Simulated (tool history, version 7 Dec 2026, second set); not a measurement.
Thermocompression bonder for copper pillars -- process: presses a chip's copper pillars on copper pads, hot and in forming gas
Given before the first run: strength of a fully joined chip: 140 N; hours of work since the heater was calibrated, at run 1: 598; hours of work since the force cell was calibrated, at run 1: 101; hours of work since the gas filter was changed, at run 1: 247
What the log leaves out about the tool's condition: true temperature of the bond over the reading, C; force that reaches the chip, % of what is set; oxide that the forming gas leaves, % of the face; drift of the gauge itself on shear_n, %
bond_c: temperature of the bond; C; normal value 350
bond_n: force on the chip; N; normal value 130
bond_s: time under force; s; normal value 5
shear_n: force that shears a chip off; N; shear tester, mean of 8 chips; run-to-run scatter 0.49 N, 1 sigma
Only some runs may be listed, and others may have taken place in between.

run	hour	bond_c	bond_n	bond_s	hours of work since the heater was calibrated	hours of work since the force cell was calibrated	hours of work since the gas filter was changed	shear_n
1	0	350	130	5	598	101	247	97.3
2	8.8	350	130	5	605	108	254	96.8
3	16.8	369	130	5	611	114	260	111.2
4	29.3	369	130	5	620	123	269	110.7
5	43	369	130	5	630	133	279	110.2
6	49.9	369	130	5	636	138	285	108.9
7	56.7	369	130	5	641	143	290	109.7
8	71.3	369	130	5	651	154	301	109.6
9	80.5	369	130	5	658	161	307	108.5
10	89.1	369	130	5	665	168	314	109.2
11	98.1	369	130	5	671	174	320	109
12	108.6	369	130	5	679	182	328	109.7
13	119.6	369	130	5	687	190	337	109.1
14	125.8	369	130	5	692	195	341	109
15	134.5	369	130	5	698	201	348	108.3
16	146.7	369	111	5	708	211	357	98.9
17	153.2	350	130	5	712	215	362	95.6
18	160.9	350	130	3	718	221	367	83.5
19	171.1	350	130	3	726	229	375	82.5
20	181.2	350	130	3	733	236	382	82.2
21	188.1	350	105	3	738	241	387	67.8
22	199.6	350	105	3	747	250	396	68.6
# hour 209.6: gauge calibrated
23	213.3	350	105	3	757	260	406	70
24	220.7	350	105	3	763	266	412	70
25	232.5	350	105	3	771	274	421	69.6
26	244.8	350	105	3	781	284	430	69.7
27	255.1	334	136	3	788	291	437	74.7
# hour 259.7: forming gas filter changed
28	266	380	89	4	796	299	5	87.9
29	277.9	380	86	7	805	308	14	99.2
30	284.9	380	86	7	810	313	19	100.2
31	292.6	338	130	5	816	319	24	87.4
32	302.3	366	92	3	823	326	32	72.6
33	315.1	345	167	3	833	336	41	95.9
34	324	360	130	5	839	342	48	104.3
35	333.9	360	130	5	847	349	55	102.7

Run 36 comes next. What will it give?
36	339.9	360	80	5	851	354	60	?

Run 36 measured shear_n 71.7 N.
The same run, on a tool lacking any hidden state, would have yielded shear_n 73.3 N.
